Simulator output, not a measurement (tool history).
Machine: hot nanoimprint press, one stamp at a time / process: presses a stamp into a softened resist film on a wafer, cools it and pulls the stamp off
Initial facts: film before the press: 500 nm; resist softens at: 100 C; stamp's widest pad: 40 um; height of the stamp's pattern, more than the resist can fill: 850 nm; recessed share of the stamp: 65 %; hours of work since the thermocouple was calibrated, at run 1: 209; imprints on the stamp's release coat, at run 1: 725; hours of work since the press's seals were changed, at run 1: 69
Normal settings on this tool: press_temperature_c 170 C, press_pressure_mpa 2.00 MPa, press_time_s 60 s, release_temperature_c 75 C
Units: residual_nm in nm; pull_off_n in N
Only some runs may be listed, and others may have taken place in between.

run	hour	press_temperature_c	press_pressure_mpa	press_time_s	release_temperature_c	hours of work since the thermocouple was calibrated	imprints on the stamp's release coat	hours of work since the press's seals were changed	residual_nm	pull_off_n
1	0.0	170	2.00	60	75	209	725	69	250.4	124
2	13.3	170	2.00	60	75	216	780	76	250.5	121
3	45.6	170	2.00	60	75	232	913	93	251.4	123
4	70.6	170	2.00	60	75	245	1016	106	251.0	119
5	85.2	170	2.99	60	75	253	1077	114	212.7	118
6	112.9	170	2.99	60	75	267	1191	128	212.6	124
7	134.7	170	2.99	60	75	279	1281	139	213.6	122
# hour 157.0: plate thermocouple calibrated
8	167.9	170	2.11	60	75	6	1405	155	245.0	124
9	190.3	168	2.66	60	82	17	1497	167	237.0	107
10	215.4	168	2.66	60	82	30	1601	180	237.8	102
11	245.6	168	2.66	60	82	46	1725	195	239.5	111
12	264.1	170	2.00	99	75	56	1801	205	206.8	125
13	283.6	170	2.00	99	75	66	1882	215	206.1	122
# hour 303.1: stamp cleaned and given a new release coat
14	312.4	170	2.00	99	75	78	39	227	206.1	126

Below are 5 alternative next runs, each starting from the tool's condition after run 14. Predict each:
A	328.5	177	2.00	99	77	86	105	235	?	?
B	328.5	170	2.07	60	75	86	105	235	?	?
C	328.5	170	3.02	66	73	86	105	235	?	?
D	328.5	160	1.27	99	65	86	105	235	?	?
E	328.5	172	2.00	99	75	86	105	235	?	?

run	residual_nm	pull_off_n
A	165.1	115
B	246.4	121
C	203.7	131
D	333.3	156
E	192.8	121
Take away the tool's hidden state, keep each run's random variation, and the runs would have read:
run	residual_nm	pull_off_n
A	165.1	115
B	246.4	121
C	203.6	131
D	333.2	156
E	192.7	121

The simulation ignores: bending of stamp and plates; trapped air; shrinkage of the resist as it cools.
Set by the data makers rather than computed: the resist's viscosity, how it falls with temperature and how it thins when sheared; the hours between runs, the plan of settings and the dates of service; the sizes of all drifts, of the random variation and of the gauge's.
